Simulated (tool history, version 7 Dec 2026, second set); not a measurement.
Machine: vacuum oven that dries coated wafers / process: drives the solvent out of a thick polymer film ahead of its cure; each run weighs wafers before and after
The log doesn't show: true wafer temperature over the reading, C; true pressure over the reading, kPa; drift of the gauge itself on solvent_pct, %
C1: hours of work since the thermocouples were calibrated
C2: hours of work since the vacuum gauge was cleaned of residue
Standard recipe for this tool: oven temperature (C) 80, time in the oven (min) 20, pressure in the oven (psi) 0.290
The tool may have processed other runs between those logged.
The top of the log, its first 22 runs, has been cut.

run 23 hour=504.8 | oven_temperature_(C)=82 time_in_the_oven_(min)=20 pressure_in_the_oven_(psi)=0.290 | C1=98 C2=840 | solvent_left_in_the_film_(%)=3.17
run 24 hour=535.0 | oven_temperature_(C)=89 time_in_the_oven_(min)=29 pressure_in_the_oven_(psi)=0.245 | C1=121 C2=863 | solvent_left_in_the_film_(%)=0.86
run 25 hour=554.5 | oven_temperature_(C)=87 time_in_the_oven_(min)=10 pressure_in_the_oven_(psi)=0.290 | C1=135 C2=877 | solvent_left_in_the_film_(%)=5.11
run 26 hour=579.8 | oven_temperature_(C)=84 time_in_the_oven_(min)=15 pressure_in_the_oven_(psi)=1.053 | C1=155 C2=896 | solvent_left_in_the_film_(%)=5.49
run 27 hour=592.5 | oven_temperature_(C)=71 time_in_the_oven_(min)=18 pressure_in_the_oven_(psi)=1.015 | C1=164 C2=906 | solvent_left_in_the_film_(%)=10.32
run 28 hour=620.0 | oven_temperature_(C)=71 time_in_the_oven_(min)=16 pressure_in_the_oven_(psi)=1.015 | C1=185 C2=927 | solvent_left_in_the_film_(%)=10.99
run 29 hour=644.3 | oven_temperature_(C)=78 time_in_the_oven_(min)=20 pressure_in_the_oven_(psi)=0.312 | C1=203 C2=945 | solvent_left_in_the_film_(%)=4.58
run 30 hour=672.2 | oven_temperature_(C)=78 time_in_the_oven_(min)=20 pressure_in_the_oven_(psi)=0.312 | C1=224 C2=966 | solvent_left_in_the_film_(%)=4.52
run 31 hour=700.6 | oven_temperature_(C)=85 time_in_the_oven_(min)=14 pressure_in_the_oven_(psi)=0.312 | C1=246 C2=987 | solvent_left_in_the_film_(%)=3.99
run 32 hour=716.6 | oven_temperature_(C)=84 time_in_the_oven_(min)=20 pressure_in_the_oven_(psi)=0.290 | C1=258 C2=1000 | solvent_left_in_the_film_(%)=2.59
run 33 hour=747.0 | oven_temperature_(C)=81 time_in_the_oven_(min)=11 pressure_in_the_oven_(psi)=0.235 | C1=281 C2=1023 | solvent_left_in_the_film_(%)=6.73
run 34 hour=775.4 | oven_temperature_(C)=81 time_in_the_oven_(min)=11 pressure_in_the_oven_(psi)=0.235 | C1=302 C2=1044 | solvent_left_in_the_film_(%)=6.63
run 35 hour=802.7 | oven_temperature_(C)=76 time_in_the_oven_(min)=20 pressure_in_the_oven_(psi)=0.355 | C1=323 C2=1065 | solvent_left_in_the_film_(%)=5.66
run 36 hour=815.6 | oven_temperature_(C)=76 time_in_the_oven_(min)=20 pressure_in_the_oven_(psi)=0.377 | C1=333 C2=1074 | solvent_left_in_the_film_(%)=5.48
run 37 hour=841.4 | oven_temperature_(C)=69 time_in_the_oven_(min)=22 pressure_in_the_oven_(psi)=0.476 | C1=352 C2=1094 | solvent_left_in_the_film_(%)=8.53
run 38 hour=868.3 | oven_temperature_(C)=82 time_in_the_oven_(min)=19 pressure_in_the_oven_(psi)=1.020 | C1=372 C2=1114 | solvent_left_in_the_film_(%)=5.26
run 39 hour=898.6 | oven_temperature_(C)=72 time_in_the_oven_(min)=14 pressure_in_the_oven_(psi)=0.555 | C1=395 C2=1137 | solvent_left_in_the_film_(%)=10.07
run 40 hour=927.8 | oven_temperature_(C)=72 time_in_the_oven_(min)=14 pressure_in_the_oven_(psi)=0.444 | C1=417 C2=1159 | solvent_left_in_the_film_(%)=9.53
run 41 hour=950.2 | oven_temperature_(C)=83 time_in_the_oven_(min)=28 pressure_in_the_oven_(psi)=0.290 | C1=434 C2=1176 | solvent_left_in_the_film_(%)=1.91
run 42 hour=964.5 | oven_temperature_(C)=83 time_in_the_oven_(min)=28 pressure_in_the_oven_(psi)=0.290 | C1=445 C2=1187 | solvent_left_in_the_film_(%)=1.87
run 43 hour=978.1 | oven_temperature_(C)=69 time_in_the_oven_(min)=20 pressure_in_the_oven_(psi)=0.338 | C1=455 C2=1197 | solvent_left_in_the_film_(%)=8.70
run 44 hour=1000.2 | oven_temperature_(C)=69 time_in_the_oven_(min)=20 pressure_in_the_oven_(psi)=0.338 | C1=472 C2=1214 | solvent_left_in_the_film_(%)=8.63
run 45 hour=1026.0 | oven_temperature_(C)=66 time_in_the_oven_(min)=20 pressure_in_the_oven_(psi)=1.050 | C1=491 C2=1233 | solvent_left_in_the_film_(%)=12.46
run 46 hour=1053.7 | oven_temperature_(C)=66 time_in_the_oven_(min)=11 pressure_in_the_oven_(psi)=0.738 | C1=512 C2=1254 | solvent_left_in_the_film_(%)=13.73

Alternative continuations, all from the tool just after run 46; predict every row:
run A hour=1083.0 | oven_temperature_(C)=70 time_in_the_oven_(min)=11 pressure_in_the_oven_(psi)=0.628 | C1=534 C2=1276 | solvent_left_in_the_film_(%)=?
run B hour=1083.0 | oven_temperature_(C)=66 time_in_the_oven_(min)=36 pressure_in_the_oven_(psi)=0.738 | C1=534 C2=1276 | solvent_left_in_the_film_(%)=?
run C hour=1083.0 | oven_temperature_(C)=81 time_in_the_oven_(min)=11 pressure_in_the_oven_(psi)=0.738 | C1=534 C2=1276 | solvent_left_in_the_film_(%)=?
run D hour=1083.0 | oven_temperature_(C)=66 time_in_the_oven_(min)=11 pressure_in_the_oven_(psi)=0.410 | C1=534 C2=1276 | solvent_left_in_the_film_(%)=?

run=A solvent_left_in_the_film_(%)=12.35
run=B solvent_left_in_the_film_(%)=8.49
run=C solvent_left_in_the_film_(%)=7.94
run=D solvent_left_in_the_film_(%)=13.18
Stripped of hidden state, with their random variation kept, the same runs would have yielded:
run=A solvent_left_in_the_film_(%)=12.10
run=B solvent_left_in_the_film_(%)=8.06
run=C solvent_left_in_the_film_(%)=7.71
run=D solvent_left_in_the_film_(%)=12.92
